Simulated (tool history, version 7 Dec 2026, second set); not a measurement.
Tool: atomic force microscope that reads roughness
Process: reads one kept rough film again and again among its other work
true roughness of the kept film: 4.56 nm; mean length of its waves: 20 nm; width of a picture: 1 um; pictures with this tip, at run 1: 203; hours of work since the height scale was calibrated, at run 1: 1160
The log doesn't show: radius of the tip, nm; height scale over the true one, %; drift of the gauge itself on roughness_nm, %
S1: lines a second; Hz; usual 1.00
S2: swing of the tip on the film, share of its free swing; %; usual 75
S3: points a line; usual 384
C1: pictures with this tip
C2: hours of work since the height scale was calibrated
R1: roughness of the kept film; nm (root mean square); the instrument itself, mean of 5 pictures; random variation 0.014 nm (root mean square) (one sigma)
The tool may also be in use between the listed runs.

run   hour    S1  S2    S3   C1    C2     R1
  1    0.0  1.00  75   384  203  1160  2.024
  2   23.3  1.00  75   384  245  1174  1.881
      35.9  -- new tip fitted
  3   55.7  1.00  75   384   35  1195  2.916
  4   80.1  1.00  75   384   79  1210  2.628
  5  109.2  1.00  75   384  130  1229  2.353
  6  141.1  1.00  75   384  187  1249  2.109
     185.4  -- new tip fitted
  7  198.5  1.00  75   384   23  1286  3.003
  8  229.1  1.00  75   384   77  1305  2.651
  9  258.0  1.00  75   384  129  1324  2.356
 10  287.2  1.00  75   384  180  1342  2.110
 11  315.1  1.00  75   501  230  1360  1.917
     335.4  -- new tip fitted
 12  344.3  1.00  75   330   16  1378  3.079
 13  400.7  2.08  71   330  116  1414  2.340
 14  439.4  2.08  71   330  185  1439  2.039
     484.3  -- new tip fitted
 15  494.7  2.08  71   330   19  1474  2.896
 16  532.2  1.19  75   619   85  1498  2.546
 17  559.8  1.09  82   329  134  1516  2.231
 18  592.3  1.09  82   329  192  1536  1.979
 19  621.3  1.12  76   451  244  1555  1.851
     632.7  -- new tip fitted
 20  652.1  1.49  65   693   34  1574  2.884
 21  686.4  1.31  75   317   95  1596  2.435
 22  728.0  1.31  75   317  169  1623  2.097
 23  775.0  0.65  75  1011  253  1653  1.909

Hidden state at the last listed run before each entry between runs and at the first one after, where it differs:
Between runs 2 and 3: new tip fitted (hour 35.9)
  radius of the tip, nm: 28 -> 10.2; height scale over the true one, %: -0.73 -> -0.75
  measured less the result without the state, R1: -1.377 -> -0.338 nm (root mean square)
Between runs 6 and 7: new tip fitted (hour 185.4)
  radius of the tip, nm: 22.7 -> 9.3; height scale over the true one, %: -0.79 -> -0.81
  measured less the result without the state, R1: -1.160 -> -0.265 nm (root mean square)
Between runs 11 and 12: new tip fitted (hour 335.4)
  radius of the tip, nm: 27.1 -> 8.5; height scale over the true one, %: -0.86 -> -0.88
  measured less the result without the state, R1: -1.351 -> -0.191 nm (root mean square)
Between runs 14 and 15: new tip fitted (hour 484.3)
  radius of the tip, nm: 22.4 -> 9.2; height scale over the true one, %: -0.92 -> -0.95
  measured less the result without the state, R1: -1.108 -> -0.252 nm (root mean square)
Between runs 19 and 20: new tip fitted (hour 632.7)
  radius of the tip, nm: 28.5 -> 11; height scale over the true one, %: -1 -> -1.01
  measured less the result without the state, R1: -1.396 -> -0.433 nm (root mean square)
